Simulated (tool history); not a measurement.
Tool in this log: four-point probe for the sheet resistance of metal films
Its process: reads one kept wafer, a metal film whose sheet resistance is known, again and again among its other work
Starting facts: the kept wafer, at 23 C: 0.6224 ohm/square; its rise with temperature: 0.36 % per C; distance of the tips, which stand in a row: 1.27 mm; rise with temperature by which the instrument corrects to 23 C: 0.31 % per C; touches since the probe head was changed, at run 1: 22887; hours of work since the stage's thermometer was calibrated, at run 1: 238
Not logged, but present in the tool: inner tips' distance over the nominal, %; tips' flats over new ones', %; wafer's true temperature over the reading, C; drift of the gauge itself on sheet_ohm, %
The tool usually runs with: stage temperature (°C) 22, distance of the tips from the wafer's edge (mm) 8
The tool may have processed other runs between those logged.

run   hour  stage temperature (°C)  distance of the tips from the wafer's edge (mm)  touches since the probe head was changed  hours of work since the stage's thermometer was calibrated  sheet resistance as the instrument gives it (ohm/square)
  1    0.0                      22                                                8                                     22887                                                         238                                                  0.626743
  2   32.3                      22                                                8                                     23422                                                         252                                                  0.626530
  3   55.0                      22                                                8                                     23796                                                         262                                                  0.626573
  4   85.6                      22                                                8                                     24302                                                         275                                                  0.626757
  5   99.0                      22                                                8                                     24523                                                         281                                                  0.626735
  6  116.6                      22                                                8                                     24814                                                         289                                                  0.626739
  7  143.0                      22                                                8                                     25250                                                         301                                                  0.626850
  8  168.1                      22                                                3                                     25666                                                         312                                                  0.672134
  9  189.6                      22                                                8                                     26021                                                         321                                                  0.626618
 10  218.6                      22                                                8                                     26500                                                         334                                                  0.626403
 11  251.0                      22                                                8                                     27036                                                         348                                                  0.626426
 12  271.9                      22                                                8                                     27381                                                         357                                                  0.626433
 13  285.4                      22                                               26                                     27604                                                         363                                                  0.619134
 14  318.5                      22                                               26                                     28152                                                         378                                                  0.618907
     321.0  -- stage's thermometer calibrated
 15  349.2                      22                                                8                                     28651                                                          12                                                  0.625904
 16  379.9                      22                                                8                                     29158                                                          26                                                  0.625916
 17  404.0                      26                                               19                                     29556                                                          36                                                  0.620536
 18  435.7                      22                                               29                                     30081                                                          50                                                  0.618346
 19  463.7                      22                                               11                                     30544                                                          63                                                  0.622188
     493.7  -- stage's thermometer calibrated, once more
 20  493.7                      22                                               11                                     31031                                                           0                                                  0.623001
 21  522.6                      22                                               11                                     31509                                                          13                                                  0.622782
 22  550.6                      33                                               51                                     31971                                                          25                                                  0.622050
 23  568.4                      29                                               15                                     32266                                                          33                                                  0.623203
 24  587.9                      29                                               15                                     32588                                                          41                                                  0.622881
 25  606.7                      22                                                5                                     32899                                                          50                                                  0.639205
 26  627.8                      21                                                4                                     33247                                                          59                                                  0.649435
 27  649.3                      32                                               30                                     33602                                                          68                                                  0.622348

Below are 4 alternative next runs, each starting from the tool's condition after run 27. Predict each:
  A  663.6                      34                                               13                                     33839                                                          75                                                         ?
  B  663.6                      32                                                6                                     33839                                                          75                                                         ?
  C  663.6                      29                                               27                                     33839                                                          75                                                         ?
  D  663.6                      32                                               43                                     33839                                                          75                                                         ?

run  sheet resistance as the instrument gives it (ohm/square)
  A                                                  0.625256
  B                                                  0.636160
  C                                                  0.621232
  D                                                  0.621776
With no hidden state in the tool, these same runs would have given:
run  sheet resistance as the instrument gives it (ohm/square)
  A                                                  0.629176
  B                                                  0.640143
  C                                                  0.625130
  D                                                  0.625677

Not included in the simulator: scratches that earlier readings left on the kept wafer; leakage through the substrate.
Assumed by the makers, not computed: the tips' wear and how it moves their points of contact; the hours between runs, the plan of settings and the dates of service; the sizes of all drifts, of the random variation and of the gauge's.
